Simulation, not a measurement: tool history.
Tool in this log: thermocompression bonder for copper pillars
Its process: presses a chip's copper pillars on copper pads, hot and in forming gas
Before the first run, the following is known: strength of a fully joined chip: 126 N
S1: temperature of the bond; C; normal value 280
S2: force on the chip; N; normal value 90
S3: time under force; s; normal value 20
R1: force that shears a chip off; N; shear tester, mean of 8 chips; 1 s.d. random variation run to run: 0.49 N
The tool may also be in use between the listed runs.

run 1 hour=0.0 | S1=280 S2=90 S3=20 | R1=65.8
run 2 hour=66.3 | S1=280 S2=90 S3=20 | R1=64.4
run 3 hour=100.9 | S1=280 S2=90 S3=20 | R1=64.6
run 4 hour=148.6 | S1=280 S2=90 S3=20 | R1=62.8
run 5 hour=201.0 | S1=280 S2=90 S3=20 | R1=61.5
-- hour=219.9 forming gas filter changed
run 6 hour=263.3 | S1=280 S2=90 S3=20 | R1=63.4
run 7 hour=298.8 | S1=280 S2=90 S3=20 | R1=64.2
-- hour=304.0 heater calibrated with a thermocouple chip
run 8 hour=346.8 | S1=280 S2=90 S3=20 | R1=62.4
run 9 hour=400.6 | S1=277 S2=114 S3=20 | R1=66.9
run 10 hour=460.5 | S1=277 S2=114 S3=20 | R1=66.0
-- hour=499.2 forming gas filter changed
run 11 hour=516.4 | S1=286 S2=90 S3=20 | R1=64.7
run 12 hour=559.6 | S1=252 S2=130 S3=20 | R1=52.2
run 13 hour=598.5 | S1=280 S2=64 S3=15 | R1=44.2
-- hour=630.4 heater calibrated with a thermocouple chip, once more
run 14 hour=636.2 | S1=280 S2=64 S3=15 | R1=51.0

Below are 5 alternative next runs, each starting from the tool's condition after run 14. Predict each:
run A hour=690.0 | S1=280 S2=64 S3=49 | R1=?
run B hour=690.0 | S1=290 S2=94 S3=17 | R1=?
run C hour=690.0 | S1=256 S2=90 S3=20 | R1=?
run D hour=690.0 | S1=300 S2=79 S3=58 | R1=?
run E hour=690.0 | S1=296 S2=102 S3=20 | R1=?

run=A R1=75.8
run=B R1=70.9
run=C R1=50.3
run=D R1=98.8
run=E R1=82.8
Stripped of hidden state, with their random variation kept, the same runs would have yielded:
run=A R1=79.6
run=B R1=74.5
run=C R1=53.1
run=D R1=102.9
run=E R1=86.7

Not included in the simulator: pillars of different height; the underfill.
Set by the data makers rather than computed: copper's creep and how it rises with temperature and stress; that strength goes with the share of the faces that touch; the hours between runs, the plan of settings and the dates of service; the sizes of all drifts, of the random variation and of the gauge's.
